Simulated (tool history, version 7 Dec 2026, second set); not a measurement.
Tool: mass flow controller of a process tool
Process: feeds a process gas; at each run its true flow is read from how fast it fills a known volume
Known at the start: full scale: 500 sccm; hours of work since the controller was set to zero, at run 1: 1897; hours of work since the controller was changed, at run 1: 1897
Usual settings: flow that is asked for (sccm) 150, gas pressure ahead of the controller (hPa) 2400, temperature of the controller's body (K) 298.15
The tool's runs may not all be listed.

run,hour,flow that is asked for (sccm),gas pressure ahead of the controller (hPa),temperature of the controller's body (K),hours of work since the controller was set to zero,hours of work since the controller was changed,true flow (%)
1,0.0,150,2400,298.15,1897,1897,99.73
2,204.5,150,2400,296.15,1961,1961,99.43
3,377.5,150,2400,298.15,2016,2016,99.53
4,583.5,150,2800,298.15,2081,2081,99.81
5,721.6,150,2800,298.15,2125,2125,99.69
6,864.3,150,2750,298.15,2170,2170,99.77
7,1004.1,150,1510,298.15,2214,2214,99.24
8,1130.7,150,2400,298.15,2254,2254,99.64
9,1300.3,150,2400,298.15,2307,2307,99.62
10,1397.6,150,2400,298.15,2338,2338,99.47
11,1578.9,150,2400,298.15,2395,2395,99.62
12,1712.5,150,2400,309.15,2437,2437,100.64
13,1807.6,150,2400,309.15,2467,2467,100.54
14,1970.7,150,2400,298.15,2519,2519,99.64
15,2138.8,150,2400,298.15,2572,2572,99.71
16,2272.8,150,1810,298.15,2614,2614,99.31
17,2473.4,150,2400,298.15,2678,2678,99.63
18,2592.6,150,2400,298.15,2715,2715,99.64
19,2741.5,150,2400,298.15,2762,2762,99.77
20,2897.2,150,2400,298.15,2811,2811,99.49
21,3035.6,122,2400,298.15,2855,2855,99.56
22,3122.2,122,2400,298.15,2882,2882,99.47
23,3321.1,122,2400,298.15,2945,2945,99.71
24,3443.9,122,2400,298.15,2984,2984,99.45
25,3538.7,198,1720,313.15,3014,3014,100.73
26,3686.8,98,1610,305.15,3061,3061,99.84
27,3878.0,98,1610,305.15,3121,3121,99.98
28,3969.5,98,1610,305.15,3150,3150,99.85
29,4120.3,98,2160,301.15,3198,3198,99.62
30,4287.4,82,2540,301.15,3250,3250,99.80
31,4496.7,150,2400,312.15,3316,3316,100.85
32,4604.3,150,2400,312.15,3350,3350,100.82
33,4795.9,87,2390,294.15,3411,3411,99.08
34,4910.3,150,1990,298.15,3447,3447,99.43
35,5085.8,191,2400,296.15,3502,3502,99.48
36,5199.0,191,2400,294.15,3538,3538,99.29
37,5349.6,140,2400,298.15,3586,3586,99.71
38,5556.2,267,1560,309.15,3651,3651,100.44

Run 39 comes next. What will it give?
39,5758.2,249,1900,308.15,3715,3715,?

true flow (%): 100.48
Without the tool's hidden state the same run would have given true flow (%) 100.48.

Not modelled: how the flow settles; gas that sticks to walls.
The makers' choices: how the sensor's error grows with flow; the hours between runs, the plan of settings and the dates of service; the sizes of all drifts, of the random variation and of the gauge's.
